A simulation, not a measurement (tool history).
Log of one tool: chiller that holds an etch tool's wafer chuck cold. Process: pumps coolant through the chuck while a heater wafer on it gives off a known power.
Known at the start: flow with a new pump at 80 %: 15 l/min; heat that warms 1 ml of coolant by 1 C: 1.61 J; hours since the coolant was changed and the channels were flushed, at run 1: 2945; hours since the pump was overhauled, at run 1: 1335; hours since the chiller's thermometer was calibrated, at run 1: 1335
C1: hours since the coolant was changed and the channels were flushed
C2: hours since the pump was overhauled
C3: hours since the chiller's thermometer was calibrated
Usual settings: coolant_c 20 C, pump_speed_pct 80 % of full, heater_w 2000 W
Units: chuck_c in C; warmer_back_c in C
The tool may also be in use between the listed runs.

run 1 hour=0.0 | coolant_c=20 pump_speed_pct=80 heater_w=2000 | C1=2945 C2=1335 C3=1335 | chuck_c=34.8 warmer_back_c=5.12
run 2 hour=29.1 | coolant_c=20 pump_speed_pct=80 heater_w=2000 | C1=2974 C2=1364 C3=1364 | chuck_c=34.9 warmer_back_c=5.18
run 3 hour=56.9 | coolant_c=20 pump_speed_pct=80 heater_w=2000 | C1=3002 C2=1392 C3=1392 | chuck_c=35.0 warmer_back_c=5.14
run 4 hour=90.4 | coolant_c=20 pump_speed_pct=91 heater_w=2000 | C1=3035 C2=1425 C3=1425 | chuck_c=33.4 warmer_back_c=4.48
run 5 hour=108.5 | coolant_c=20 pump_speed_pct=87 heater_w=2000 | C1=3053 C2=1444 C3=1444 | chuck_c=34.1 warmer_back_c=4.66
run 6 hour=145.9 | coolant_c=20 pump_speed_pct=99 heater_w=2000 | C1=3091 C2=1481 C3=1481 | chuck_c=32.5 warmer_back_c=4.09
run 7 hour=176.7 | coolant_c=20 pump_speed_pct=99 heater_w=2000 | C1=3122 C2=1512 C3=1512 | chuck_c=32.5 warmer_back_c=4.06
run 8 hour=214.4 | coolant_c=20 pump_speed_pct=99 heater_w=2000 | C1=3159 C2=1550 C3=1550 | chuck_c=32.6 warmer_back_c=4.14
run 9 hour=248.6 | coolant_c=17 pump_speed_pct=73 heater_w=1713 | C1=3194 C2=1584 C3=1584 | chuck_c=30.9 warmer_back_c=4.87
run 10 hour=271.3 | coolant_c=17 pump_speed_pct=73 heater_w=1713 | C1=3216 C2=1606 C3=1606 | chuck_c=30.9 warmer_back_c=4.81
run 11 hour=307.0 | coolant_c=12 pump_speed_pct=81 heater_w=2000 | C1=3252 C2=1642 C3=1642 | chuck_c=27.0 warmer_back_c=5.08
run 12 hour=333.1 | coolant_c=22 pump_speed_pct=81 heater_w=1367 | C1=3278 C2=1668 C3=1668 | chuck_c=32.4 warmer_back_c=3.48
run 13 hour=353.9 | coolant_c=22 pump_speed_pct=81 heater_w=1367 | C1=3299 C2=1689 C3=1689 | chuck_c=32.4 warmer_back_c=3.50
run 14 hour=390.9 | coolant_c=22 pump_speed_pct=81 heater_w=1367 | C1=3336 C2=1726 C3=1726 | chuck_c=32.3 warmer_back_c=3.54
run 15 hour=411.7 | coolant_c=25 pump_speed_pct=81 heater_w=1773 | C1=3357 C2=1747 C3=1747 | chuck_c=38.3 warmer_back_c=4.56
run 16 hour=445.8 | coolant_c=25 pump_speed_pct=81 heater_w=1773 | C1=3391 C2=1781 C3=1781 | chuck_c=38.4 warmer_back_c=4.57

4 ways to go on from here, each from the tool as it stands after run 16. What would each give?
run A hour=463.0 | coolant_c=26 pump_speed_pct=80 heater_w=1394 | C1=3408 C2=1798 C3=1798 | chuck_c=? warmer_back_c=?
run B hour=463.0 | coolant_c=18 pump_speed_pct=75 heater_w=2041 | C1=3408 C2=1798 C3=1798 | chuck_c=? warmer_back_c=?
run C hour=463.0 | coolant_c=25 pump_speed_pct=70 heater_w=2130 | C1=3408 C2=1798 C3=1798 | chuck_c=? warmer_back_c=?
run D hour=463.0 | coolant_c=19 pump_speed_pct=80 heater_w=1277 | C1=3408 C2=1798 C3=1798 | chuck_c=? warmer_back_c=?

run=A chuck_c=36.7 warmer_back_c=3.64
run=B chuck_c=34.6 warmer_back_c=5.64
run=C chuck_c=43.2 warmer_back_c=6.31
run=D chuck_c=28.9 warmer_back_c=3.30
Without the tool's hidden state the same runs would have given:
run=A chuck_c=35.2 warmer_back_c=3.50
run=B chuck_c=32.5 warmer_back_c=5.42
run=C chuck_c=40.9 warmer_back_c=6.07
run=D chuck_c=27.6 warmer_back_c=3.17
